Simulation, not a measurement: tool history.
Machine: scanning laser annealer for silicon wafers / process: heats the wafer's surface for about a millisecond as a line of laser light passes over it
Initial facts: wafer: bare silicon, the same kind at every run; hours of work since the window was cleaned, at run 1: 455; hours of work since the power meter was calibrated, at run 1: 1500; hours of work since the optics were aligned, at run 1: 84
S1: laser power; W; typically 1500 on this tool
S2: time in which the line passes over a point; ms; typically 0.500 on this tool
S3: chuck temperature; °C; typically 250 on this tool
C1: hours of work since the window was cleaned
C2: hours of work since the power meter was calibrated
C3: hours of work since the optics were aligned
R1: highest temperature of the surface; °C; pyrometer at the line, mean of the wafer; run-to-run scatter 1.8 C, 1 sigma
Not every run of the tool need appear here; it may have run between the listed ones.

run 1 hour=0.0 | S1=1500 S2=0.500 S3=250 | C1=455 C2=1500 C3=84 | R1=964
run 2 hour=35.3 | S1=1500 S2=0.459 S3=250 | C1=476 C2=1522 C3=106 | R1=930
run 3 hour=74.1 | S1=1500 S2=0.459 S3=250 | C1=500 C2=1545 C3=129 | R1=931
run 4 hour=124.5 | S1=1500 S2=0.459 S3=250 | C1=531 C2=1576 C3=160 | R1=926
run 5 hour=166.3 | S1=1500 S2=0.500 S3=250 | C1=556 C2=1602 C3=186 | R1=950
run 6 hour=218.2 | S1=1500 S2=0.485 S3=250 | C1=588 C2=1634 C3=218 | R1=941
run 7 hour=265.7 | S1=1493 S2=0.500 S3=259 | C1=617 C2=1663 C3=247 | R1=952
-- hour=270.9 window over the wafer cleaned
run 8 hour=300.8 | S1=1493 S2=0.376 S3=213 | C1=18 C2=1683 C3=267 | R1=819
run 9 hour=345.0 | S1=1293 S2=0.592 S3=244 | C1=45 C2=1710 C3=294 | R1=861
run 10 hour=387.6 | S1=1569 S2=0.592 S3=244 | C1=71 C2=1736 C3=320 | R1=1030
run 11 hour=429.3 | S1=1569 S2=0.592 S3=244 | C1=97 C2=1762 C3=346 | R1=1025

Entry by entry between the runs, the difference in hidden state between the last listed run before and the first listed run after:
In the gap between runs 7 and 8: window over the wafer cleaned (hour 270.9)
  light that passes the window, % of a clean one's: 97.03 -> 96.3; laser's true power over the reading, %: -1.15 -> -1.16; width of the line over the set one, %: 0.86 -> 0.94
  the result without the hidden state subtracted from the measured one, R1: -43 -> -44 °C
